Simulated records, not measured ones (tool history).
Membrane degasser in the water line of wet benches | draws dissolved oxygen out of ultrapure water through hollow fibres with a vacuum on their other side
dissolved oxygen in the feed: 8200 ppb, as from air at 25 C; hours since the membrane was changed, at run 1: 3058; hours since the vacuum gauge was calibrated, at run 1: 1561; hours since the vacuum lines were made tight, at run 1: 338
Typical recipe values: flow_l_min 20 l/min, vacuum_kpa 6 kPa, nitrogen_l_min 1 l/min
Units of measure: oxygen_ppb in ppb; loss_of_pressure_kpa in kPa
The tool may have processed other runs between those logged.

| run | hour | flow_l_min | vacuum_kpa | nitrogen_l_min | hours since the membrane was changed | hours since the vacuum gauge was calibrated | hours since the vacuum lines were made tight | oxygen_ppb | loss_of_pressure_kpa |
|---|---|---|---|---|---|---|---|---|---|
| 1 | 0 | 20 | 6 | 1 | 3058 | 1561 | 338 | 130.5 | 59.64 |
| 2 | 176 | 20 | 6 | 1 | 3234 | 1737 | 514 | 130.9 | 59.04 |
| 3 | 459.1 | 20 | 6 | 1 | 3517 | 2020 | 797 | 129.7 | 59.4 |
| 4 | 716.3 | 20 | 6 | 1 | 3774 | 2277 | 1054 | 131.1 | 59.67 |
| 5 | 970.3 | 20 | 6 | 1 | 4028 | 2531 | 1308 | 130.2 | 59.6 |
| 6 | 1281.9 | 20 | 6 | 1 | 4339 | 2843 | 1620 | 130 | 59.8 |
| 7 | 1638.6 | 20 | 6 | 1 | 4696 | 3199 | 1976 | 133.2 | 60.1 |
| 8 | 1805.7 | 13 | 6 | 1 | 4863 | 3366 | 2144 | 87.6 | 38.87 |
| 9 | 1976.4 | 13 | 13.73 | 0.44 | 5034 | 3537 | 2314 | 630 | 38.92 |
| 10 | 2319.6 | 13 | 11.88 | 0.44 | 5377 | 3880 | 2657 | 526.1 | 38.98 |
| 11 | 2531.5 | 18 | 12.93 | 1.06 | 5589 | 4092 | 2869 | 370.2 | 54.17 |
| 12 | 2744.8 | 22 | 14.54 | 2.88 | 5802 | 4306 | 3083 | 215 | 66.46 |
| 13 | 3082.2 | 20 | 6 | 1.99 | 6140 | 4643 | 3420 | 76.4 | 60.39 |
| 14 | 3268.8 | 20 | 6 | 1.99 | 6326 | 4830 | 3607 | 76.2 | 60.21 |
| 15 | 3547.9 | 21 | 6.62 | 2 | 6605 | 5109 | 3886 | 94.6 | 63.57 |
| 16 | 3896.4 | 13 | 10.94 | 2.9 | 6954 | 5457 | 4234 | 87.3 | 39.5 |

For each run, the measured value with the value that run would have given without the tool's hidden condition subtracted. The run-to-run variation is shared by both, the gauge scatter possibly not:
The hidden state here: membrane still open, %; true pressure behind the membrane over the reading, kPa; air that leaks in behind the membrane, l/min; drift of the gauge itself on oxygen_ppb, %; drift of the gauge itself on loss_of_pressure_kpa, %.
| run | oxygen_ppb | loss_of_pressure_kpa |
|---|---|---|
| 1 | +3.1 | +0.99 |
| 2 | +3.4 | +1.04 |
| 3 | +3.7 | +1.13 |
| 4 | +4.1 | +1.2 |
| 5 | +4.5 | +1.28 |
| 6 | +4.8 | +1.37 |
| 7 | +5.4 | +1.48 |
| 8 | +3.6 | +1 |
| 9 | +7.8 | +1.03 |
| 10 | +8.2 | +1.1 |
| 11 | +6.5 | +1.59 |
| 12 | +4.8 | +2.03 |
| 13 | +4.7 | +1.96 |
| 14 | +4.9 | +2.01 |
| 15 | +5.6 | +2.21 |
| 16 | +3 | +1.44 |
